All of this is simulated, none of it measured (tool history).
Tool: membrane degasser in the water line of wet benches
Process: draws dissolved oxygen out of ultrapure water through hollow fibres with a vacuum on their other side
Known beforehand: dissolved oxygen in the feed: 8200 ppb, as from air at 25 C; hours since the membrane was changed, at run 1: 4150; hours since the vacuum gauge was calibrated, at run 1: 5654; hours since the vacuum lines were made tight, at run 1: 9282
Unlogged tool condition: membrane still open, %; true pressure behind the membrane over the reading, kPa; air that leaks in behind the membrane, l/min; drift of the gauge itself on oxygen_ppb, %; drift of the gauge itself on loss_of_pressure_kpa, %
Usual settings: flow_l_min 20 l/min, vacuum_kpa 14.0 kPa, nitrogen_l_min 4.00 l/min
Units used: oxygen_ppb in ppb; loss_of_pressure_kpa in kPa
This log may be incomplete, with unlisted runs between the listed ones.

| run | hour | flow_l_min | vacuum_kpa | nitrogen_l_min | hours since the membrane was changed | hours since the vacuum gauge was calibrated | hours since the vacuum lines were made tight | oxygen_ppb | loss_of_pressure_kpa |
|---|---|---|---|---|---|---|---|---|---|
| 1 | 0.0 | 20 | 14.0 | 4.00 | 4150 | 5654 | 9282 | 140.8 | 40.52 |
| 2 | 170.5 | 20 | 14.0 | 4.00 | 4321 | 5824 | 9453 | 141.1 | 40.62 |
| 3 | 333.4 | 20 | 14.0 | 4.00 | 4483 | 5987 | 9616 | 142.0 | 40.80 |
| 4 | 531.3 | 27 | 14.0 | 4.00 | 4681 | 6185 | 9814 | 202.0 | 54.90 |
| 5 | 754.8 | 20 | 14.0 | 11.78 | 4905 | 6408 | 10037 | 52.7 | 40.68 |
| 6 | 930.2 | 20 | 14.0 | 7.99 | 5080 | 6584 | 10212 | 74.5 | 40.78 |
| 7 | 1064.5 | 20 | 14.0 | 7.99 | 5215 | 6718 | 10347 | 75.1 | 40.64 |
| 8 | 1290.4 | 20 | 14.0 | 7.99 | 5440 | 6944 | 10573 | 75.1 | 40.88 |
| 9 | 1468.6 | 20 | 14.0 | 4.00 | 5619 | 7122 | 10751 | 143.5 | 40.68 |
| 10 | 1598.0 | 20 | 11.8 | 4.00 | 5748 | 7252 | 10880 | 115.8 | 40.97 |
| 11 | 1775.5 | 20 | 11.8 | 4.00 | 5926 | 7429 | 11058 | 116.3 | 41.31 |
| 12 | 1945.6 | 20 | 11.8 | 4.00 | 6096 | 7599 | 11228 | 115.4 | 40.75 |
|  | 1997.3 | vacuum gauge calibrated |
| 13 | 2083.4 | 15 | 14.0 | 4.00 | 6233 | 86 | 11365 | 105.8 | 30.89 |
|  | 2257.6 | seals of the vacuum lines changed |
| 14 | 2282.7 | 29 | 14.0 | 2.95 | 6430 | 283 | 25 | 273.4 | 59.13 |
| 15 | 2440.0 | 17 | 14.0 | 10.18 | 6588 | 441 | 182 | 45.8 | 35.20 |
| 16 | 2665.4 | 25 | 13.6 | 8.94 | 6813 | 666 | 408 | 84.9 | 50.96 |
| 17 | 2777.1 | 25 | 13.6 | 8.94 | 6925 | 778 | 520 | 84.9 | 51.81 |
| 18 | 2913.0 | 14 | 31.3 | 9.26 | 7061 | 914 | 655 | 105.0 | 28.57 |
| 19 | 3027.8 | 14 | 31.3 | 9.26 | 7175 | 1029 | 770 | 105.9 | 28.63 |
| 20 | 3222.0 | 20 | 11.7 | 3.63 | 7370 | 1223 | 964 | 116.9 | 41.54 |
| 21 | 3446.8 | 21 | 27.3 | 4.90 | 7594 | 1448 | 1189 | 252.9 | 43.54 |
| 22 | 3621.5 | 21 | 27.3 | 4.90 | 7769 | 1622 | 1364 | 252.0 | 43.73 |
| 23 | 3737.4 | 28 | 27.3 | 11.15 | 7885 | 1738 | 1480 | 174.9 | 58.07 |
| 24 | 3913.0 | 27 | 14.0 | 5.19 | 8061 | 1914 | 1655 | 156.8 | 55.95 |
| 25 | 4105.5 | 27 | 14.0 | 5.19 | 8253 | 2106 | 1848 | 157.6 | 55.73 |

3 options for the next run, each taken on its own from the tool as it stands now. Forecast them:
| A | 4330.3 | 20 | 26.6 | 4.83 | 8478 | 2331 | 2073 | ? | ? |
| B | 4330.3 | 17 | 25.6 | 4.56 | 8478 | 2331 | 2073 | ? | ? |
| C | 4330.3 | 12 | 14.0 | 4.00 | 8478 | 2331 | 2073 | ? | ? |

| run | oxygen_ppb | loss_of_pressure_kpa |
|---|---|---|
| A | 238.7 | 41.12 |
| B | 204.8 | 35.01 |
| C | 80.9 | 24.81 |
Had the tool no hidden state, the same runs would have come out as:
| run | oxygen_ppb | loss_of_pressure_kpa |
|---|---|---|
| A | 234.9 | 39.51 |
| B | 201.5 | 33.63 |
| C | 79.2 | 23.84 |

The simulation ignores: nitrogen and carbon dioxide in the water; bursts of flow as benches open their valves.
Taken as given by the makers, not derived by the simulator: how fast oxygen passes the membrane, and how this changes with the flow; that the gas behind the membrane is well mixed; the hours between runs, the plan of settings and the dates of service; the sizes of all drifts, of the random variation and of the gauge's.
